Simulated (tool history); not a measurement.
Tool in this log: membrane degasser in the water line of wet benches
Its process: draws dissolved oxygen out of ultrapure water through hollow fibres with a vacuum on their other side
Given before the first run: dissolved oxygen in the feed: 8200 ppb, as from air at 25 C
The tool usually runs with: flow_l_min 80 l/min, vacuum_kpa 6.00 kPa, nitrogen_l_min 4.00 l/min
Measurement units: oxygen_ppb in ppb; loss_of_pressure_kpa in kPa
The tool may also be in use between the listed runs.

run 1 hour=0.0 | flow_l_min=80 vacuum_kpa=6.00 nitrogen_l_min=4.00 | oxygen_ppb=156.7 loss_of_pressure_kpa=42.56
run 2 hour=164.9 | flow_l_min=80 vacuum_kpa=6.00 nitrogen_l_min=4.00 | oxygen_ppb=158.8 loss_of_pressure_kpa=43.07
run 3 hour=249.6 | flow_l_min=80 vacuum_kpa=6.00 nitrogen_l_min=4.00 | oxygen_ppb=161.1 loss_of_pressure_kpa=43.01
run 4 hour=382.7 | flow_l_min=80 vacuum_kpa=6.00 nitrogen_l_min=4.00 | oxygen_ppb=160.7 loss_of_pressure_kpa=42.52
run 5 hour=540.6 | flow_l_min=80 vacuum_kpa=6.00 nitrogen_l_min=4.00 | oxygen_ppb=161.7 loss_of_pressure_kpa=42.51
run 6 hour=693.8 | flow_l_min=80 vacuum_kpa=6.00 nitrogen_l_min=4.00 | oxygen_ppb=161.1 loss_of_pressure_kpa=42.41
run 7 hour=773.8 | flow_l_min=80 vacuum_kpa=6.00 nitrogen_l_min=4.00 | oxygen_ppb=164.6 loss_of_pressure_kpa=42.89
run 8 hour=964.3 | flow_l_min=109 vacuum_kpa=6.00 nitrogen_l_min=4.00 | oxygen_ppb=261.1 loss_of_pressure_kpa=58.24
-- hour=1123.6 vacuum gauge calibrated
run 9 hour=1152.7 | flow_l_min=109 vacuum_kpa=6.00 nitrogen_l_min=4.00 | oxygen_ppb=241.9 loss_of_pressure_kpa=58.21
run 10 hour=1309.9 | flow_l_min=80 vacuum_kpa=6.00 nitrogen_l_min=4.00 | oxygen_ppb=147.9 loss_of_pressure_kpa=43.28
run 11 hour=1439.3 | flow_l_min=80 vacuum_kpa=6.00 nitrogen_l_min=4.00 | oxygen_ppb=148.6 loss_of_pressure_kpa=42.57
run 12 hour=1566.0 | flow_l_min=80 vacuum_kpa=6.00 nitrogen_l_min=4.00 | oxygen_ppb=150.6 loss_of_pressure_kpa=42.89
run 13 hour=1763.6 | flow_l_min=80 vacuum_kpa=6.00 nitrogen_l_min=4.00 | oxygen_ppb=148.4 loss_of_pressure_kpa=42.58
run 14 hour=1955.0 | flow_l_min=80 vacuum_kpa=6.00 nitrogen_l_min=4.00 | oxygen_ppb=148.7 loss_of_pressure_kpa=43.18
run 15 hour=2100.4 | flow_l_min=80 vacuum_kpa=6.00 nitrogen_l_min=4.00 | oxygen_ppb=147.2 loss_of_pressure_kpa=43.10
run 16 hour=2289.0 | flow_l_min=80 vacuum_kpa=6.00 nitrogen_l_min=4.00 | oxygen_ppb=151.0 loss_of_pressure_kpa=43.06
run 17 hour=2438.1 | flow_l_min=80 vacuum_kpa=10.60 nitrogen_l_min=4.00 | oxygen_ppb=345.4 loss_of_pressure_kpa=42.72
run 18 hour=2583.7 | flow_l_min=80 vacuum_kpa=10.60 nitrogen_l_min=4.00 | oxygen_ppb=348.4 loss_of_pressure_kpa=43.39
run 19 hour=2691.8 | flow_l_min=80 vacuum_kpa=8.71 nitrogen_l_min=5.15 | oxygen_ppb=215.0 loss_of_pressure_kpa=43.30
run 20 hour=2847.2 | flow_l_min=67 vacuum_kpa=8.50 nitrogen_l_min=7.96 | oxygen_ppb=116.2 loss_of_pressure_kpa=36.32
run 21 hour=2938.0 | flow_l_min=122 vacuum_kpa=13.81 nitrogen_l_min=4.01 | oxygen_ppb=749.8 loss_of_pressure_kpa=65.86
run 22 hour=3039.7 | flow_l_min=114 vacuum_kpa=13.81 nitrogen_l_min=2.14 | oxygen_ppb=1056.6 loss_of_pressure_kpa=61.34
run 23 hour=3230.0 | flow_l_min=114 vacuum_kpa=13.81 nitrogen_l_min=2.14 | oxygen_ppb=1063.4 loss_of_pressure_kpa=61.72
run 24 hour=3327.2 | flow_l_min=114 vacuum_kpa=13.81 nitrogen_l_min=2.14 | oxygen_ppb=1067.2 loss_of_pressure_kpa=62.23
run 25 hour=3423.4 | flow_l_min=114 vacuum_kpa=13.81 nitrogen_l_min=2.14 | oxygen_ppb=1043.5 loss_of_pressure_kpa=61.46
run 26 hour=3505.4 | flow_l_min=114 vacuum_kpa=4.53 nitrogen_l_min=2.14 | oxygen_ppb=240.8 loss_of_pressure_kpa=61.41
run 27 hour=3637.7 | flow_l_min=100 vacuum_kpa=6.00 nitrogen_l_min=5.18 | oxygen_ppb=186.8 loss_of_pressure_kpa=53.82
run 28 hour=3734.2 | flow_l_min=80 vacuum_kpa=6.68 nitrogen_l_min=4.00 | oxygen_ppb=181.2 loss_of_pressure_kpa=43.05
run 29 hour=3923.9 | flow_l_min=69 vacuum_kpa=6.25 nitrogen_l_min=9.93 | oxygen_ppb=65.0 loss_of_pressure_kpa=37.38
run 30 hour=4040.7 | flow_l_min=69 vacuum_kpa=6.25 nitrogen_l_min=9.93 | oxygen_ppb=65.2 loss_of_pressure_kpa=37.37
run 31 hour=4148.4 | flow_l_min=80 vacuum_kpa=4.73 nitrogen_l_min=2.13 | oxygen_ppb=155.7 loss_of_pressure_kpa=43.40
run 32 hour=4271.3 | flow_l_min=80 vacuum_kpa=4.73 nitrogen_l_min=2.13 | oxygen_ppb=153.4 loss_of_pressure_kpa=43.38
run 33 hour=4423.9 | flow_l_min=120 vacuum_kpa=3.79 nitrogen_l_min=5.78 | oxygen_ppb=160.0 loss_of_pressure_kpa=65.21

Below are 3 alternative next runs, each starting from the tool's condition after run 33. Predict each:
run A hour=4525.4 | flow_l_min=128 vacuum_kpa=4.40 nitrogen_l_min=5.77 | oxygen_ppb=? loss_of_pressure_kpa=?
run B hour=4525.4 | flow_l_min=68 vacuum_kpa=5.54 nitrogen_l_min=5.78 | oxygen_ppb=? loss_of_pressure_kpa=?
run C hour=4525.4 | flow_l_min=59 vacuum_kpa=7.93 nitrogen_l_min=5.78 | oxygen_ppb=? loss_of_pressure_kpa=?

run=A oxygen_ppb=217.5 loss_of_pressure_kpa=69.48
run=B oxygen_ppb=80.2 loss_of_pressure_kpa=36.67
run=C oxygen_ppb=122.7 loss_of_pressure_kpa=31.80
Stripped of hidden state, with their random variation kept, the same runs would have yielded:
run=A oxygen_ppb=190.9 loss_of_pressure_kpa=67.41
run=B oxygen_ppb=72.6 loss_of_pressure_kpa=35.57
run=C oxygen_ppb=116.3 loss_of_pressure_kpa=30.85

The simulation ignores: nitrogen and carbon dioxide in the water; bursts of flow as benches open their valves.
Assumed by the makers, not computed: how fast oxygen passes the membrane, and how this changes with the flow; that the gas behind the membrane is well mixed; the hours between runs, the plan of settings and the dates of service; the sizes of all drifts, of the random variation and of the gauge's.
